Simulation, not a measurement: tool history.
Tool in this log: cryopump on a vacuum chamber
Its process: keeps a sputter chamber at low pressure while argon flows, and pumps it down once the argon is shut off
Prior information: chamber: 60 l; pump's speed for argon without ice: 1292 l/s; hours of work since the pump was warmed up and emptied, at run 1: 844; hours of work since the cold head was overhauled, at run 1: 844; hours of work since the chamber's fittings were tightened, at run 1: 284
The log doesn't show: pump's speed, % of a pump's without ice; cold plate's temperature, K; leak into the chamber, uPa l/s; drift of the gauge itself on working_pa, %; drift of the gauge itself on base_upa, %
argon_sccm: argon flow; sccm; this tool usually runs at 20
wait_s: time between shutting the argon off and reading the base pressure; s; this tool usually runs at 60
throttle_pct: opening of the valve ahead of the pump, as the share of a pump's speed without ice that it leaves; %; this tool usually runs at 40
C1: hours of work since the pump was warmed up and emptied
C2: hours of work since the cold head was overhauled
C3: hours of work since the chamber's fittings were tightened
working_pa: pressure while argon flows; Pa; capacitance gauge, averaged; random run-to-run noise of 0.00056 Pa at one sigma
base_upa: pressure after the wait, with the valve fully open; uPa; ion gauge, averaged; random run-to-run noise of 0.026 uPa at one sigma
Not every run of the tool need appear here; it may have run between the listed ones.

{"run": 1, "hour": 0.0, "argon_sccm": 20, "wait_s": 60, "throttle_pct": 40, "C1": 844, "C2": 844, "C3": 284, "working_pa": 0.0725, "base_upa": 1.44}
{"run": 2, "hour": 20.9, "argon_sccm": 20, "wait_s": 60, "throttle_pct": 40, "C1": 861, "C2": 861, "C3": 301, "working_pa": 0.0719, "base_upa": 1.4}
{"run": 3, "hour": 41.6, "argon_sccm": 20, "wait_s": 60, "throttle_pct": 40, "C1": 878, "C2": 878, "C3": 318, "working_pa": 0.0729, "base_upa": 1.41}
{"run": 4, "hour": 77.4, "argon_sccm": 20, "wait_s": 60, "throttle_pct": 40, "C1": 908, "C2": 908, "C3": 348, "working_pa": 0.0721, "base_upa": 1.4}
{"run": 5, "hour": 103.4, "argon_sccm": 20, "wait_s": 69, "throttle_pct": 40, "C1": 929, "C2": 929, "C3": 369, "working_pa": 0.0733, "base_upa": 1.39}
{"run": 6, "hour": 129.1, "argon_sccm": 20, "wait_s": 69, "throttle_pct": 40, "C1": 950, "C2": 950, "C3": 390, "working_pa": 0.074, "base_upa": 1.4}
{"run": 7, "hour": 159.8, "argon_sccm": 20, "wait_s": 69, "throttle_pct": 40, "C1": 975, "C2": 975, "C3": 415, "working_pa": 0.0733, "base_upa": 1.41}
{"run": 8, "hour": 196.1, "argon_sccm": 20, "wait_s": 27, "throttle_pct": 40, "C1": 1005, "C2": 1005, "C3": 445, "working_pa": 0.0751, "base_upa": 2.62}
{"run": 9, "hour": 222.0, "argon_sccm": 20, "wait_s": 60, "throttle_pct": 38, "C1": 1026, "C2": 1026, "C3": 466, "working_pa": 0.0777, "base_upa": 1.56}
{"run": 10, "hour": 258.5, "argon_sccm": 20, "wait_s": 60, "throttle_pct": 38, "C1": 1056, "C2": 1056, "C3": 496, "working_pa": 0.0781, "base_upa": 1.61}
{"hour": 278.3, "done": "pump warmed up, emptied and cooled again"}
{"run": 11, "hour": 288.7, "argon_sccm": 20, "wait_s": 40, "throttle_pct": 40, "C1": 8, "C2": 1076, "C3": 517, "working_pa": 0.0655, "base_upa": 1.81}
{"run": 12, "hour": 335.1, "argon_sccm": 20, "wait_s": 60, "throttle_pct": 54, "C1": 46, "C2": 1114, "C3": 555, "working_pa": 0.0495, "base_upa": 1.46}
{"run": 13, "hour": 359.6, "argon_sccm": 20, "wait_s": 60, "throttle_pct": 54, "C1": 67, "C2": 1135, "C3": 575, "working_pa": 0.0485, "base_upa": 1.47}
{"run": 14, "hour": 380.0, "argon_sccm": 20, "wait_s": 60, "throttle_pct": 54, "C1": 83, "C2": 1151, "C3": 591, "working_pa": 0.0483, "base_upa": 1.47}
{"run": 15, "hour": 420.5, "argon_sccm": 20, "wait_s": 60, "throttle_pct": 54, "C1": 116, "C2": 1184, "C3": 624, "working_pa": 0.0496, "base_upa": 1.51}
{"run": 16, "hour": 443.9, "argon_sccm": 20, "wait_s": 60, "throttle_pct": 16, "C1": 136, "C2": 1204, "C3": 644, "working_pa": 0.1643, "base_upa": 1.56}
{"run": 17, "hour": 477.9, "argon_sccm": 20, "wait_s": 60, "throttle_pct": 40, "C1": 163, "C2": 1231, "C3": 671, "working_pa": 0.0663, "base_upa": 1.6}
{"run": 18, "hour": 503.4, "argon_sccm": 20, "wait_s": 60, "throttle_pct": 40, "C1": 184, "C2": 1252, "C3": 692, "working_pa": 0.0666, "base_upa": 1.6}
{"run": 19, "hour": 538.1, "argon_sccm": 20, "wait_s": 60, "throttle_pct": 40, "C1": 213, "C2": 1281, "C3": 721, "working_pa": 0.0677, "base_upa": 1.57}
{"run": 20, "hour": 586.0, "argon_sccm": 20, "wait_s": 60, "throttle_pct": 40, "C1": 252, "C2": 1320, "C3": 760, "working_pa": 0.067, "base_upa": 1.59}
{"run": 21, "hour": 631.9, "argon_sccm": 19, "wait_s": 60, "throttle_pct": 34, "C1": 289, "C2": 1357, "C3": 798, "working_pa": 0.0755, "base_upa": 1.7}
{"run": 22, "hour": 661.8, "argon_sccm": 19, "wait_s": 60, "throttle_pct": 34, "C1": 314, "C2": 1382, "C3": 822, "working_pa": 0.0744, "base_upa": 1.69}
{"run": 23, "hour": 710.0, "argon_sccm": 10, "wait_s": 109, "throttle_pct": 34, "C1": 353, "C2": 1421, "C3": 861, "working_pa": 0.0399, "base_upa": 1.44}
{"run": 24, "hour": 732.6, "argon_sccm": 20, "wait_s": 60, "throttle_pct": 15, "C1": 372, "C2": 1440, "C3": 880, "working_pa": 0.1792, "base_upa": 1.76}
{"run": 25, "hour": 761.6, "argon_sccm": 20, "wait_s": 60, "throttle_pct": 20, "C1": 396, "C2": 1464, "C3": 904, "working_pa": 0.133, "base_upa": 1.8}
{"run": 26, "hour": 786.5, "argon_sccm": 20, "wait_s": 60, "throttle_pct": 20, "C1": 416, "C2": 1484, "C3": 924, "working_pa": 0.1335, "base_upa": 1.8}
{"run": 27, "hour": 816.6, "argon_sccm": 10, "wait_s": 60, "throttle_pct": 29, "C1": 441, "C2": 1509, "C3": 949, "working_pa": 0.0479, "base_upa": 1.88}
{"run": 28, "hour": 840.6, "argon_sccm": 10, "wait_s": 60, "throttle_pct": 29, "C1": 460, "C2": 1528, "C3": 968, "working_pa": 0.0467, "base_upa": 1.91}
{"run": 29, "hour": 871.3, "argon_sccm": 10, "wait_s": 60, "throttle_pct": 29, "C1": 485, "C2": 1553, "C3": 994, "working_pa": 0.0464, "base_upa": 1.91}
{"run": 30, "hour": 906.5, "argon_sccm": 24, "wait_s": 60, "throttle_pct": 26, "C1": 514, "C2": 1582, "C3": 1022, "working_pa": 0.1258, "base_upa": 1.91}
{"run": 31, "hour": 948.8, "argon_sccm": 35, "wait_s": 149, "throttle_pct": 26, "C1": 549, "C2": 1617, "C3": 1057, "working_pa": 0.1829, "base_upa": 1.49}
{"run": 32, "hour": 979.1, "argon_sccm": 20, "wait_s": 176, "throttle_pct": 48, "C1": 574, "C2": 1642, "C3": 1082, "working_pa": 0.0585, "base_upa": 1.48}
{"run": 33, "hour": 1004.3, "argon_sccm": 25, "wait_s": 125, "throttle_pct": 40, "C1": 594, "C2": 1662, "C3": 1102, "working_pa": 0.0869, "base_upa": 1.61}
{"run": 34, "hour": 1028.4, "argon_sccm": 25, "wait_s": 123, "throttle_pct": 27, "C1": 614, "C2": 1682, "C3": 1122, "working_pa": 0.127, "base_upa": 1.61}
{"run": 35, "hour": 1056.7, "argon_sccm": 16, "wait_s": 123, "throttle_pct": 17, "C1": 637, "C2": 1705, "C3": 1145, "working_pa": 0.1273, "base_upa": 1.76}

Branching from run 35: 3 alternative next runs. What would each branch give?
{"run": "A", "hour": 1079.7, "argon_sccm": 20, "wait_s": 22, "throttle_pct": 40, "C1": 656, "C2": 1724, "C3": 1164, "working_pa": "?", "base_upa": "?"}
{"run": "B", "hour": 1079.7, "argon_sccm": 16, "wait_s": 167, "throttle_pct": 17, "C1": 656, "C2": 1724, "C3": 1164, "working_pa": "?", "base_upa": "?"}
{"run": "C", "hour": 1079.7, "argon_sccm": 36, "wait_s": 60, "throttle_pct": 19, "C1": 656, "C2": 1724, "C3": 1164, "working_pa": "?", "base_upa": "?"}

run=A working_pa=0.0706 base_upa=3.56
run=B working_pa=0.1271 base_upa=1.6
run=C working_pa=0.2569 base_upa=2.13
With the hidden condition removed and each run's random variation left untouched, the same runs would have given:
run=A working_pa=0.0657 base_upa=2.51
run=B working_pa=0.1232 base_upa=0.55
run=C working_pa=0.2481 base_upa=1.08
